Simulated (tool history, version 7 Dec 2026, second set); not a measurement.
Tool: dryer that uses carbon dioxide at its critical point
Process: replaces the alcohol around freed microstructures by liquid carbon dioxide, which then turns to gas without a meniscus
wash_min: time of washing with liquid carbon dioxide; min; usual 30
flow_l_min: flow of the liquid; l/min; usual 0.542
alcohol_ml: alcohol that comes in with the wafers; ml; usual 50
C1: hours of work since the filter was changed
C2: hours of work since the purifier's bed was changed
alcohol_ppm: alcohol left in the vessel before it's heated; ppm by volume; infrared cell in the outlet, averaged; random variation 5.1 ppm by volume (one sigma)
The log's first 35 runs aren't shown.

{"run": 36, "hour": 401.6, "wash_min": 30, "flow_l_min": 0.542, "alcohol_ml": 63, "C1": 260, "C2": 469, "alcohol_ppm": 242}
{"run": 37, "hour": 412.3, "wash_min": 20, "flow_l_min": 0.403, "alcohol_ml": 50, "C1": 266, "C2": 475, "alcohol_ppm": 1665}
{"run": 38, "hour": 428.1, "wash_min": 48, "flow_l_min": 0.531, "alcohol_ml": 20, "C1": 275, "C2": 484, "alcohol_ppm": 141}
{"run": 39, "hour": 435.1, "wash_min": 38, "flow_l_min": 0.542, "alcohol_ml": 22, "C1": 279, "C2": 488, "alcohol_ppm": 151}
{"run": 40, "hour": 446.4, "wash_min": 20, "flow_l_min": 0.325, "alcohol_ml": 87, "C1": 285, "C2": 494, "alcohol_ppm": 4621}
{"hour": 458.0, "done": "inlet filter changed"}
{"run": 41, "hour": 461.4, "wash_min": 19, "flow_l_min": 0.325, "alcohol_ml": 87, "C1": 2, "C2": 502, "alcohol_ppm": 4410}
{"run": 42, "hour": 473.3, "wash_min": 46, "flow_l_min": 0.383, "alcohol_ml": 24, "C1": 9, "C2": 509, "alcohol_ppm": 154}
{"run": 43, "hour": 483.3, "wash_min": 23, "flow_l_min": 0.507, "alcohol_ml": 50, "C1": 14, "C2": 514, "alcohol_ppm": 461}
{"run": 44, "hour": 498.8, "wash_min": 23, "flow_l_min": 0.507, "alcohol_ml": 50, "C1": 23, "C2": 523, "alcohol_ppm": 482}
{"run": 45, "hour": 512.6, "wash_min": 24, "flow_l_min": 0.594, "alcohol_ml": 32, "C1": 30, "C2": 531, "alcohol_ppm": 234}
{"run": 46, "hour": 519.7, "wash_min": 21, "flow_l_min": 0.542, "alcohol_ml": 50, "C1": 34, "C2": 535, "alcohol_ppm": 518}
{"run": 47, "hour": 531.0, "wash_min": 33, "flow_l_min": 0.542, "alcohol_ml": 65, "C1": 41, "C2": 541, "alcohol_ppm": 205}

Forecast each of these 3 alternatives for the next run:
{"run": "A", "hour": 537.9, "wash_min": 20, "flow_l_min": 0.659, "alcohol_ml": 65, "C1": 45, "C2": 545, "alcohol_ppm": "?"}
{"run": "B", "hour": 537.9, "wash_min": 40, "flow_l_min": 0.466, "alcohol_ml": 58, "C1": 45, "C2": 545, "alcohol_ppm": "?"}
{"run": "C", "hour": 537.9, "wash_min": 30, "flow_l_min": 0.484, "alcohol_ml": 50, "C1": 45, "C2": 545, "alcohol_ppm": "?"}

run=A alcohol_ppm=393
run=B alcohol_ppm=191
run=C alcohol_ppm=272
Without the tool's hidden state the same runs would have given:
run=A alcohol_ppm=215
run=B alcohol_ppm=35
run=C alcohol_ppm=103

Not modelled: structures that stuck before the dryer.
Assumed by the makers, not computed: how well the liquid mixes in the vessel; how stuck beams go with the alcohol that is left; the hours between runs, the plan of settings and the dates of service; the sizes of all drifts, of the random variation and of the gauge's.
